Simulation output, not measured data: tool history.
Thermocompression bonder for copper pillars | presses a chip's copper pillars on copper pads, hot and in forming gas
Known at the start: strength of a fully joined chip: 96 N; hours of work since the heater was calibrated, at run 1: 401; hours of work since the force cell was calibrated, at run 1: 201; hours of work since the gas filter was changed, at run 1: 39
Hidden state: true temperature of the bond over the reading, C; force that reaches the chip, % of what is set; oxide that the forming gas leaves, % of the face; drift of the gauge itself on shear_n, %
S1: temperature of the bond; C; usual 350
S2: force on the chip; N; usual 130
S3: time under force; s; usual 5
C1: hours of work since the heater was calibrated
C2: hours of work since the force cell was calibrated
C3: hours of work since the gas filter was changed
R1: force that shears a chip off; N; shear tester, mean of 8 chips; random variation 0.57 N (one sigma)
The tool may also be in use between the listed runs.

run	hour	S1	S2	S3	C1	C2	C3	R1
1	0.0	350	130	5	401	201	39	40.1
2	11.6	350	130	5	407	207	44	40.0
3	18.8	350	116	5	410	210	48	37.3
4	24.7	350	116	5	413	213	51	36.9
5	32.1	350	110	5	417	217	54	35.3
6	43.5	350	110	5	422	222	60	36.3
7	55.0	350	110	5	428	228	65	35.6
8	66.0	350	110	5	433	233	71	35.0
9	72.6	350	110	5	436	236	74	34.7
10	82.2	350	110	5	441	241	79	34.7
11	88.5	350	110	5	444	244	82	35.3
12	95.3	350	110	5	447	247	85	36.0
13	102.5	350	110	10	451	251	88	44.2
14	109.1	350	130	3	454	254	92	32.5
15	114.1	350	130	3	456	256	94	31.4
16	122.9	350	130	3	461	261	98	30.8
17	133.6	350	130	3	466	266	103	31.9
18	139.8	350	130	3	469	269	107	32.4
19	148.0	350	127	3	473	273	111	32.5
20	158.9	350	127	3	478	278	116	31.2
21	164.5	350	127	3	481	281	119	30.8
22	174.4	325	93	3	486	286	123	20.3
23	185.5	325	93	3	491	291	129	19.5
24	194.8	325	93	3	495	295	133	19.0
25	200.5	347	94	5	498	298	136	29.8
26	211.8	329	94	5	504	304	141	25.9
27	220.9	341	118	5	508	308	146	33.7
28	230.5	332	130	13	513	313	151	46.3
29	241.3	332	81	13	518	318	156	34.5
30	249.5	329	110	13	522	322	160	41.0
31	256.4	350	183	3	525	325	163	38.5
32	267.7	350	146	9	531	331	169	49.5
33	272.8	350	146	9	533	333	171	48.8
34	284.1	350	176	4	539	339	177	41.3
35	293.0	350	176	4	543	343	181	41.5
36	304.1	359	176	5	548	348	186	48.3
37	311.8	359	176	5	552	352	190	48.6

Some steps in R1 between neighbouring runs. How much of each would the tool show without its hidden state too (settings, what came in, random variation), and how much is left for the hidden state, with any gauge scatter that isn't in both results?
Run 13 -> 14: S2 110 -> 130, S3 10 -> 3. R1 -11.7 N: hidden state +0.5, all else -12.2.
Run 27 -> 28: S1 341 -> 332, S2 118 -> 130, S3 5 -> 13. R1 +12.6 N: hidden state -1.0, all else +13.6.
Run 28 -> 29: S2 130 -> 81. R1 -11.8 N: hidden state +0.9, all else -12.7.
Run 31 -> 32: S2 183 -> 146, S3 3 -> 9. R1 +11.0 N: hidden state -1.0, all else +12.0.
